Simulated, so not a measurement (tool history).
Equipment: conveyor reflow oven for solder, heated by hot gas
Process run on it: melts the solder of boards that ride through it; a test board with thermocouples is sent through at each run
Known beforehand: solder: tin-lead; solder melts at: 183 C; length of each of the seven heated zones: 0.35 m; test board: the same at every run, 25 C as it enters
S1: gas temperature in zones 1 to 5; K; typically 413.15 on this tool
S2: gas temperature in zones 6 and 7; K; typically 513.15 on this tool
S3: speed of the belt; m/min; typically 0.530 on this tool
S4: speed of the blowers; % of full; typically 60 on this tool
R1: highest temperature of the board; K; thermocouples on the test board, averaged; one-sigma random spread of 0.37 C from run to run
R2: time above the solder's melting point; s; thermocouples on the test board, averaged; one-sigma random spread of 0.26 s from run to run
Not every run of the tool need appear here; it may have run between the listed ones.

| run | hour | S1 | S2 | S3 | S4 | R1 | R2 |
|---|---|---|---|---|---|---|---|
| 1 | 0.0 | 413.15 | 513.15 | 0.530 | 60 | 495.35 | 64.9 |
| 2 | 4.1 | 413.15 | 513.15 | 0.530 | 60 | 495.45 | 64.7 |
| 3 | 11.0 | 413.15 | 513.15 | 0.638 | 60 | 488.95 | 47.9 |
| 4 | 18.5 | 423.15 | 513.15 | 0.530 | 60 | 497.15 | 70.2 |
| 5 | 25.9 | 413.15 | 513.15 | 0.530 | 60 | 496.05 | 64.3 |
| 6 | 29.7 | 413.15 | 513.15 | 0.530 | 60 | 495.45 | 64.6 |
| 7 | 33.5 | 413.15 | 513.15 | 0.530 | 60 | 495.35 | 64.8 |
| 8 | 39.5 | 413.15 | 513.15 | 0.530 | 60 | 495.25 | 65.2 |
| 9 | 44.9 | 413.15 | 513.15 | 0.576 | 60 | 492.55 | 57.0 |
| 10 | 49.3 | 413.15 | 513.15 | 0.576 | 60 | 491.95 | 56.8 |
| 11 | 55.4 | 413.15 | 513.15 | 0.533 | 60 | 494.85 | 64.2 |
| 12 | 60.7 | 413.15 | 515.15 | 0.530 | 60 | 497.25 | 66.1 |
| 13 | 69.3 | 413.15 | 515.15 | 0.530 | 60 | 496.95 | 65.7 |
| 14 | 78.3 | 413.15 | 515.15 | 0.530 | 60 | 497.15 | 65.7 |
| 15 | 84.3 | 413.15 | 513.15 | 0.530 | 75 | 499.85 | 67.2 |
| 16 | 89.8 | 413.15 | 513.15 | 0.530 | 63 | 496.35 | 65.1 |
| 17 | 97.8 | 422.15 | 504.15 | 0.530 | 60 | 489.75 | 64.0 |
| 18 | 105.2 | 422.15 | 504.15 | 0.530 | 60 | 489.15 | 64.0 |
| 19 | 109.9 | 422.15 | 504.15 | 0.530 | 60 | 489.25 | 63.7 |
| 20 | 113.7 | 413.15 | 522.15 | 0.530 | 60 | 502.75 | 70.1 |
| 21 | 120.2 | 412.15 | 522.15 | 0.520 | 87 | 510.55 | 74.7 |
| 22 | 128.9 | 405.15 | 517.15 | 0.460 | 78 | 506.25 | 80.0 |
| 23 | 132.9 | 405.15 | 517.15 | 0.460 | 78 | 506.55 | 79.7 |
| 24 | 138.1 | 419.15 | 517.15 | 0.460 | 85 | 508.35 | 85.9 |
| 25 | 145.7 | 419.15 | 517.15 | 0.460 | 85 | 509.35 | 87.0 |
| 26 | 152.2 | 419.15 | 517.15 | 0.460 | 85 | 509.45 | 85.9 |
| 27 | 158.4 | 421.15 | 507.15 | 0.622 | 53 | 483.95 | 47.9 |
| 28 | 164.1 | 419.15 | 521.15 | 0.454 | 60 | 508.65 | 86.7 |
| 29 | 172.7 | 419.15 | 521.15 | 0.454 | 60 | 507.85 | 87.2 |
| 30 | 176.9 | 413.15 | 513.15 | 0.530 | 86 | 501.45 | 69.0 |
| 31 | 180.7 | 413.15 | 513.15 | 0.530 | 86 | 501.15 | 68.8 |

Forecast each of these 3 alternatives for the next run:
| A | 184.5 | 413.15 | 513.15 | 0.589 | 57 | ? | ? |
| B | 184.5 | 413.15 | 507.15 | 0.530 | 86 | ? | ? |
| C | 184.5 | 411.15 | 524.15 | 0.452 | 60 | ? | ? |

| run | R1 | R2 |
|---|---|---|
| A | 490.05 | 53.6 |
| B | 495.65 | 65.4 |
| C | 510.15 | 85.5 |
Stripped of hidden state, with their random variation kept, the same runs would have yielded:
| run | R1 | R2 |
|---|---|---|
| A | 490.55 | 53.4 |
| B | 496.25 | 65.1 |
| C | 510.45 | 84.5 |
